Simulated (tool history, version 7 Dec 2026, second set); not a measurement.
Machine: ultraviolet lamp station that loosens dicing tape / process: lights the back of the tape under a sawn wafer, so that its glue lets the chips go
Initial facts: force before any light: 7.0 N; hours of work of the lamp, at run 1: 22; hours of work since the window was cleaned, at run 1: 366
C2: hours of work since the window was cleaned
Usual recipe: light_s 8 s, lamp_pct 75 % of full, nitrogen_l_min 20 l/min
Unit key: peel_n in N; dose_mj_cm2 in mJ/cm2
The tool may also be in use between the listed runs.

run 1 hour=0.0 | light_s=8 lamp_pct=75 nitrogen_l_min=20 | hours_of_work_of_the_lamp=22 C2=366 | peel_n=0.414 dose_mj_cm2=358
run 2 hour=9.2 | light_s=8 lamp_pct=75 nitrogen_l_min=20 | hours_of_work_of_the_lamp=28 C2=373 | peel_n=0.422 dose_mj_cm2=356
run 3 hour=15.6 | light_s=8 lamp_pct=75 nitrogen_l_min=20 | hours_of_work_of_the_lamp=33 C2=377 | peel_n=0.419 dose_mj_cm2=355
run 4 hour=22.1 | light_s=7 lamp_pct=75 nitrogen_l_min=20 | hours_of_work_of_the_lamp=38 C2=382 | peel_n=0.556 dose_mj_cm2=310
run 5 hour=30.2 | light_s=7 lamp_pct=73 nitrogen_l_min=20 | hours_of_work_of_the_lamp=43 C2=388 | peel_n=0.529 dose_mj_cm2=298
run 6 hour=39.5 | light_s=7 lamp_pct=73 nitrogen_l_min=20 | hours_of_work_of_the_lamp=50 C2=394 | peel_n=0.557 dose_mj_cm2=297
run 7 hour=51.0 | light_s=7 lamp_pct=73 nitrogen_l_min=20 | hours_of_work_of_the_lamp=58 C2=402 | peel_n=0.568 dose_mj_cm2=299
run 8 hour=63.6 | light_s=5 lamp_pct=75 nitrogen_l_min=20 | hours_of_work_of_the_lamp=67 C2=412 | peel_n=1.005 dose_mj_cm2=215
run 9 hour=73.7 | light_s=5 lamp_pct=75 nitrogen_l_min=20 | hours_of_work_of_the_lamp=75 C2=419 | peel_n=0.990 dose_mj_cm2=216
run 10 hour=84.7 | light_s=5 lamp_pct=75 nitrogen_l_min=20 | hours_of_work_of_the_lamp=83 C2=427 | peel_n=0.990 dose_mj_cm2=222
run 11 hour=90.6 | light_s=8 lamp_pct=75 nitrogen_l_min=39 | hours_of_work_of_the_lamp=87 C2=431 | peel_n=0.284 dose_mj_cm2=345
run 12 hour=101.8 | light_s=8 lamp_pct=75 nitrogen_l_min=39 | hours_of_work_of_the_lamp=95 C2=439 | peel_n=0.277 dose_mj_cm2=344

Run 13 comes next. What will it give?
run 13 hour=109.8 | light_s=8 lamp_pct=62 nitrogen_l_min=7 | hours_of_work_of_the_lamp=101 C2=445 | peel_n=? dose_mj_cm2=?

For run 13 the tool returned peel_n 1.422 N, dose_mj_cm2 284 mJ/cm2.
The same run, on a tool lacking any hidden state, would have yielded peel_n 1.247 N, dose_mj_cm2 309 mJ/cm2.

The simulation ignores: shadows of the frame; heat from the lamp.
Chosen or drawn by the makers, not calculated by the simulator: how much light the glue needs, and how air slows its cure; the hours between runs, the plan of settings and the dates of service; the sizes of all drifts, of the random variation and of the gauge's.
